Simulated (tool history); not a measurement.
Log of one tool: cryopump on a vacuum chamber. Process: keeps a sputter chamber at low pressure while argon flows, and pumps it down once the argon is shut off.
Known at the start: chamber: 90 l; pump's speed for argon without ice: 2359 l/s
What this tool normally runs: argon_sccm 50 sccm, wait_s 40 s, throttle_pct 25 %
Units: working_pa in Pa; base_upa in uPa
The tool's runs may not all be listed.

| run | day | argon_sccm | wait_s | throttle_pct | working_pa | base_upa |
|---|---|---|---|---|---|---|
| 1 | 0.000 | 50 | 40 | 25 | 0.1526 | 1.51 |
| 2 | 3.312 | 50 | 40 | 25 | 0.1546 | 1.52 |
|  | 7.942 | pump warmed up, emptied and cooled again |
| 3 | 8.212 | 50 | 105 | 25 | 0.1438 | 0.67 |
| 4 | 10.767 | 50 | 105 | 25 | 0.1428 | 0.71 |
| 5 | 13.688 | 50 | 40 | 25 | 0.1459 | 1.47 |
| 6 | 15.942 | 50 | 40 | 25 | 0.1444 | 1.47 |
| 7 | 19.396 | 50 | 40 | 25 | 0.1468 | 1.48 |
| 8 | 21.812 | 50 | 40 | 25 | 0.1459 | 1.51 |
| 9 | 26.492 | 50 | 40 | 25 | 0.1484 | 1.52 |
| 10 | 29.121 | 50 | 40 | 25 | 0.1491 | 1.49 |
| 11 | 31.942 | 50 | 40 | 25 | 0.1493 | 1.54 |
| 12 | 35.317 | 50 | 40 | 25 | 0.1492 | 1.49 |
| 13 | 37.917 | 50 | 40 | 25 | 0.1506 | 1.56 |
| 14 | 42.379 | 50 | 40 | 25 | 0.1527 | 1.51 |
| 15 | 44.571 | 50 | 40 | 25 | 0.1525 | 1.54 |
| 16 | 48.375 | 50 | 40 | 25 | 0.1547 | 1.54 |
|  | 50.267 | pump warmed up, emptied and cooled again |
| 17 | 52.875 | 50 | 40 | 36 | 0.1005 | 1.52 |
| 18 | 57.025 | 23 | 70 | 42 | 0.0414 | 0.95 |
| 19 | 59.783 | 50 | 101 | 32 | 0.1158 | 0.75 |
| 20 | 61.804 | 50 | 101 | 32 | 0.1154 | 0.76 |
| 21 | 65.750 | 50 | 101 | 32 | 0.1159 | 0.79 |
| 22 | 69.433 | 50 | 40 | 21 | 0.1776 | 1.52 |
| 23 | 71.392 | 81 | 40 | 43 | 0.1448 | 1.56 |
| 24 | 73.379 | 81 | 40 | 43 | 0.1463 | 1.57 |
| 25 | 76.388 | 81 | 40 | 43 | 0.1450 | 1.59 |
| 26 | 81.188 | 89 | 151 | 23 | 0.2924 | 0.68 |
| 27 | 83.183 | 95 | 145 | 25 | 0.2916 | 0.69 |
| 28 | 87.033 | 86 | 40 | 25 | 0.2628 | 1.58 |
| 29 | 90.579 | 30 | 100 | 33 | 0.0730 | 0.83 |
|  | 92.633 | pump warmed up, emptied and cooled again |
| 30 | 95.538 | 30 | 100 | 33 | 0.0656 | 0.76 |
| 31 | 98.842 | 37 | 100 | 25 | 0.1083 | 0.80 |
| 32 | 101.617 | 20 | 58 | 18 | 0.0793 | 1.19 |
| 33 | 105.267 | 34 | 40 | 25 | 0.1013 | 1.56 |

Branching from run 33: 4 alternative next runs. What would each branch give?
| A | 108.783 | 50 | 22 | 25 | ? | ? |
| B | 108.783 | 50 | 63 | 56 | ? | ? |
| C | 108.783 | 69 | 40 | 30 | ? | ? |
| D | 108.783 | 20 | 72 | 25 | ? | ? |

| run | working_pa | base_upa |
|---|---|---|
| A | 0.1487 | 2.66 |
| B | 0.0687 | 1.10 |
| C | 0.1706 | 1.61 |
| D | 0.0585 | 1.01 |
Without the tool's unlogged condition, the same runs would have read:
| run | working_pa | base_upa |
|---|---|---|
| A | 0.1440 | 2.47 |
| B | 0.0641 | 0.92 |
| C | 0.1642 | 1.43 |
| D | 0.0567 | 0.83 |
